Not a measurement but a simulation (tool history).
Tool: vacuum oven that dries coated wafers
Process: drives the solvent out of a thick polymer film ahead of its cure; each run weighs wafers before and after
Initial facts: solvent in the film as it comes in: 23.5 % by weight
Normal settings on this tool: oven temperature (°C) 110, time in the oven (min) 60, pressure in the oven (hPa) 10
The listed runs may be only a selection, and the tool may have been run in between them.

{"run": 1, "hour": 0.0, "oven temperature (°C)": 110, "time in the oven (min)": 60, "pressure in the oven (hPa)": 10, "solvent left in the film (%)": 2.1}
{"run": 2, "hour": 12.3, "oven temperature (°C)": 104, "time in the oven (min)": 60, "pressure in the oven (hPa)": 10, "solvent left in the film (%)": 3.48}
{"run": 3, "hour": 30.8, "oven temperature (°C)": 104, "time in the oven (min)": 60, "pressure in the oven (hPa)": 10, "solvent left in the film (%)": 3.44}
{"run": 4, "hour": 42.4, "oven temperature (°C)": 110, "time in the oven (min)": 60, "pressure in the oven (hPa)": 20.5, "solvent left in the film (%)": 2.32}
{"run": 5, "hour": 57.4, "oven temperature (°C)": 110, "time in the oven (min)": 60, "pressure in the oven (hPa)": 31.1, "solvent left in the film (%)": 2.59}
{"run": 6, "hour": 65.9, "oven temperature (°C)": 110, "time in the oven (min)": 60, "pressure in the oven (hPa)": 31.1, "solvent left in the film (%)": 2.53}
{"run": 7, "hour": 77.6, "oven temperature (°C)": 110, "time in the oven (min)": 60, "pressure in the oven (hPa)": 31.1, "solvent left in the film (%)": 2.61}
{"run": 8, "hour": 86.9, "oven temperature (°C)": 110, "time in the oven (min)": 60, "pressure in the oven (hPa)": 31.1, "solvent left in the film (%)": 2.5}
{"run": 9, "hour": 101.9, "oven temperature (°C)": 110, "time in the oven (min)": 81, "pressure in the oven (hPa)": 10, "solvent left in the film (%)": 0.97}
{"run": 10, "hour": 121.0, "oven temperature (°C)": 98, "time in the oven (min)": 60, "pressure in the oven (hPa)": 10, "solvent left in the film (%)": 5.29}
{"run": 11, "hour": 131.7, "oven temperature (°C)": 110, "time in the oven (min)": 60, "pressure in the oven (hPa)": 10, "solvent left in the film (%)": 2.09}
{"run": 12, "hour": 150.7, "oven temperature (°C)": 110, "time in the oven (min)": 60, "pressure in the oven (hPa)": 10, "solvent left in the film (%)": 2.09}
{"run": 13, "hour": 163.1, "oven temperature (°C)": 110, "time in the oven (min)": 60, "pressure in the oven (hPa)": 10, "solvent left in the film (%)": 2.01}
{"run": 14, "hour": 171.4, "oven temperature (°C)": 110, "time in the oven (min)": 60, "pressure in the oven (hPa)": 10, "solvent left in the film (%)": 1.99}
{"run": 15, "hour": 179.3, "oven temperature (°C)": 110, "time in the oven (min)": 60, "pressure in the oven (hPa)": 10, "solvent left in the film (%)": 2.06}
{"run": 16, "hour": 195.4, "oven temperature (°C)": 110, "time in the oven (min)": 60, "pressure in the oven (hPa)": 10, "solvent left in the film (%)": 2.05}
{"run": 17, "hour": 207.3, "oven temperature (°C)": 110, "time in the oven (min)": 60, "pressure in the oven (hPa)": 10, "solvent left in the film (%)": 2.08}
{"run": 18, "hour": 225.9, "oven temperature (°C)": 110, "time in the oven (min)": 60, "pressure in the oven (hPa)": 10, "solvent left in the film (%)": 2.08}
{"run": 19, "hour": 243.8, "oven temperature (°C)": 110, "time in the oven (min)": 60, "pressure in the oven (hPa)": 10, "solvent left in the film (%)": 2.02}
{"run": 20, "hour": 259.2, "oven temperature (°C)": 110, "time in the oven (min)": 60, "pressure in the oven (hPa)": 10, "solvent left in the film (%)": 2.06}
{"run": 21, "hour": 278.0, "oven temperature (°C)": 110, "time in the oven (min)": 60, "pressure in the oven (hPa)": 10, "solvent left in the film (%)": 2.03}
{"run": 22, "hour": 289.3, "oven temperature (°C)": 110, "time in the oven (min)": 60, "pressure in the oven (hPa)": 10, "solvent left in the film (%)": 2.05}
{"run": 23, "hour": 298.8, "oven temperature (°C)": 110, "time in the oven (min)": 39, "pressure in the oven (hPa)": 10, "solvent left in the film (%)": 4.32}
{"run": 24, "hour": 316.8, "oven temperature (°C)": 110, "time in the oven (min)": 60, "pressure in the oven (hPa)": 26.7, "solvent left in the film (%)": 2.35}
{"run": 25, "hour": 334.5, "oven temperature (°C)": 110, "time in the oven (min)": 72, "pressure in the oven (hPa)": 25.1, "solvent left in the film (%)": 1.7}
{"run": 26, "hour": 343.2, "oven temperature (°C)": 105, "time in the oven (min)": 61, "pressure in the oven (hPa)": 6.6, "solvent left in the film (%)": 2.92}
{"run": 27, "hour": 361.9, "oven temperature (°C)": 109, "time in the oven (min)": 48, "pressure in the oven (hPa)": 25.1, "solvent left in the film (%)": 3.6}
{"run": 28, "hour": 372.3, "oven temperature (°C)": 122, "time in the oven (min)": 33, "pressure in the oven (hPa)": 10.4, "solvent left in the film (%)": 2.34}
{"run": 29, "hour": 389.6, "oven temperature (°C)": 122, "time in the oven (min)": 33, "pressure in the oven (hPa)": 7.1, "solvent left in the film (%)": 2.28}
{"run": 30, "hour": 405.1, "oven temperature (°C)": 116, "time in the oven (min)": 92, "pressure in the oven (hPa)": 20.6, "solvent left in the film (%)": 0.64}
{"run": 31, "hour": 413.4, "oven temperature (°C)": 116, "time in the oven (min)": 92, "pressure in the oven (hPa)": 20.6, "solvent left in the film (%)": 0.62}
{"run": 32, "hour": 422.8, "oven temperature (°C)": 122, "time in the oven (min)": 60, "pressure in the oven (hPa)": 8.9, "solvent left in the film (%)": 0.41}
{"run": 33, "hour": 437.9, "oven temperature (°C)": 102, "time in the oven (min)": 35, "pressure in the oven (hPa)": 9.7, "solvent left in the film (%)": 7.54}
{"run": 34, "hour": 446.3, "oven temperature (°C)": 110, "time in the oven (min)": 64, "pressure in the oven (hPa)": 19.1, "solvent left in the film (%)": 1.95}
{"run": 35, "hour": 454.6, "oven temperature (°C)": 110, "time in the oven (min)": 36, "pressure in the oven (hPa)": 10, "solvent left in the film (%)": 4.71}
{"run": 36, "hour": 464.0, "oven temperature (°C)": 110, "time in the oven (min)": 42, "pressure in the oven (hPa)": 8.5, "solvent left in the film (%)": 3.72}
{"run": 37, "hour": 474.5, "oven temperature (°C)": 110, "time in the oven (min)": 60, "pressure in the oven (hPa)": 9.3, "solvent left in the film (%)": 1.93}
{"run": 38, "hour": 487.4, "oven temperature (°C)": 122, "time in the oven (min)": 84, "pressure in the oven (hPa)": 10, "solvent left in the film (%)": 0.21}
{"run": 39, "hour": 503.8, "oven temperature (°C)": 96, "time in the oven (min)": 37, "pressure in the oven (hPa)": 20.1, "solvent left in the film (%)": 9.25}
{"run": 40, "hour": 520.6, "oven temperature (°C)": 97, "time in the oven (min)": 31, "pressure in the oven (hPa)": 11.5, "solvent left in the film (%)": 10.07}
{"run": 41, "hour": 531.8, "oven temperature (°C)": 97, "time in the oven (min)": 31, "pressure in the oven (hPa)": 11.5, "solvent left in the film (%)": 9.96}
{"run": 42, "hour": 539.5, "oven temperature (°C)": 97, "time in the oven (min)": 41, "pressure in the oven (hPa)": 16, "solvent left in the film (%)": 8.18}
{"run": 43, "hour": 551.3, "oven temperature (°C)": 113, "time in the oven (min)": 37, "pressure in the oven (hPa)": 10, "solvent left in the film (%)": 3.79}
{"run": 44, "hour": 562.4, "oven temperature (°C)": 102, "time in the oven (min)": 58, "pressure in the oven (hPa)": 9.6, "solvent left in the film (%)": 4.1}
{"run": 45, "hour": 578.4, "oven temperature (°C)": 102, "time in the oven (min)": 31, "pressure in the oven (hPa)": 8.6, "solvent left in the film (%)": 8.24}

For run 46, what comes out?
{"run": 46, "hour": 592.9, "oven temperature (°C)": 115, "time in the oven (min)": 47, "pressure in the oven (hPa)": 15, "solvent left in the film (%)": "?"}

Run 46 produced solvent left in the film (%) 2.19.
Minus the tool's unlogged condition, the same run would have read solvent left in the film (%) 2.28.
